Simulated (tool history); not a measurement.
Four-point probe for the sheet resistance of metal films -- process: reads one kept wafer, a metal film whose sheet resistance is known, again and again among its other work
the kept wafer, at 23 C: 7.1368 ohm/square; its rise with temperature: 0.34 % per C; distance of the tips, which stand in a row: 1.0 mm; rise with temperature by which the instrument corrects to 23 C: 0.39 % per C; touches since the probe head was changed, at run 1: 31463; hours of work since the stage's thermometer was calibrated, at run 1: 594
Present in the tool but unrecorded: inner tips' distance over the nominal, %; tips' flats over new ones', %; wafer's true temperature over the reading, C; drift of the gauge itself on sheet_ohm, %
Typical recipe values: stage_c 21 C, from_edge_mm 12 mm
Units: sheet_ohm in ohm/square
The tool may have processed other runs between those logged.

run,hour,stage_c,from_edge_mm,touches since the probe head was changed,hours of work since the stage's thermometer was calibrated,sheet_ohm
1,0.0,21,12,31463,594,7.215131
2,28.3,29,12,32409,614,7.185775
3,61.4,29,12,33516,638,7.183812
4,95.7,21,8,34663,662,7.247233
5,122.1,21,11,35548,681,7.220756
6,143.8,21,12,36272,697,7.214835
7,167.6,22,27,37070,714,7.192628
8,197.6,24,23,38072,735,7.185696
9,230.3,24,23,39167,759,7.184098
10,247.5,25,7,39739,771,7.255258
11,265.7,25,7,40351,784,7.254786

Here are 5 independent what-if runs from the current tool condition. What would each one return?
A,300.7,23,53,41519,809,?
B,300.7,25,22,41519,809,?
C,300.7,27,17,41519,809,?
D,300.7,25,13,41519,809,?
E,300.7,22,7,41519,809,?

run,sheet_ohm
A,7.185259
B,7.184208
C,7.180063
D,7.197911
E,7.265774
Stripped of hidden state, with their random variation kept, the same runs would have yielded:
run,sheet_ohm
A,7.137389
B,7.136385
C,7.132308
D,7.150005
E,7.217383
